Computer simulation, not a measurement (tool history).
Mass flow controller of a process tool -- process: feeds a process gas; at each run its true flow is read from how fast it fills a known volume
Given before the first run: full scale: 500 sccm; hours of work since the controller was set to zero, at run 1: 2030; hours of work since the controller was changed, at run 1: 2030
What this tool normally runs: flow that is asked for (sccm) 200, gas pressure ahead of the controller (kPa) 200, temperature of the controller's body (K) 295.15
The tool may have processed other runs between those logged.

| run | hour | flow that is asked for (sccm) | gas pressure ahead of the controller (kPa) | temperature of the controller's body (K) | hours of work since the controller was set to zero | hours of work since the controller was changed | true flow (%) |
|---|---|---|---|---|---|---|---|
| 1 | 0.0 | 200 | 200 | 295.15 | 2030 | 2030 | 97.96 |
| 2 | 187.8 | 200 | 200 | 295.15 | 2105 | 2105 | 97.99 |
| 3 | 578.7 | 200 | 200 | 295.15 | 2260 | 2260 | 97.99 |
| 4 | 782.8 | 200 | 200 | 295.15 | 2341 | 2341 | 97.93 |
| 5 | 1151.3 | 200 | 200 | 295.15 | 2487 | 2487 | 97.92 |
| 6 | 1455.3 | 200 | 200 | 295.15 | 2608 | 2608 | 97.76 |
| 7 | 1843.3 | 200 | 200 | 295.15 | 2762 | 2762 | 97.88 |
| 8 | 2037.3 | 200 | 200 | 295.15 | 2839 | 2839 | 97.86 |
| 9 | 2221.1 | 192 | 245 | 311.15 | 2912 | 2912 | 96.96 |
| 10 | 2611.0 | 192 | 245 | 311.15 | 3067 | 3067 | 96.89 |
| 11 | 2943.3 | 192 | 245 | 311.15 | 3199 | 3199 | 96.71 |
| 12 | 3311.3 | 486 | 200 | 309.15 | 3345 | 3345 | 99.15 |
| 13 | 3470.7 | 486 | 200 | 309.15 | 3408 | 3408 | 99.04 |
| 14 | 3839.7 | 66 | 200 | 301.15 | 3555 | 3555 | 96.48 |
| 15 | 4171.0 | 200 | 167 | 298.15 | 3687 | 3687 | 97.76 |

Consider 5 possible next runs. They are alternatives, not a sequence: every one starts from the tool as it was left by run 15. What does each give?
| A | 4354.7 | 200 | 263 | 306.15 | 3759 | 3759 | ? |
| B | 4354.7 | 200 | 172 | 307.15 | 3759 | 3759 | ? |
| C | 4354.7 | 64 | 191 | 295.15 | 3759 | 3759 | ? |
| D | 4354.7 | 61 | 167 | 306.15 | 3759 | 3759 | ? |
| E | 4354.7 | 241 | 167 | 298.15 | 3759 | 3759 | ? |

| run | true flow (%) |
|---|---|
| A | 96.79 |
| B | 97.18 |
| C | 96.82 |
| D | 96.32 |
| E | 97.96 |
Without the tool's unlogged condition, the same runs would have read:
| run | true flow (%) |
|---|---|
| A | 97.17 |
| B | 97.56 |
| C | 97.19 |
| D | 96.69 |
| E | 98.35 |
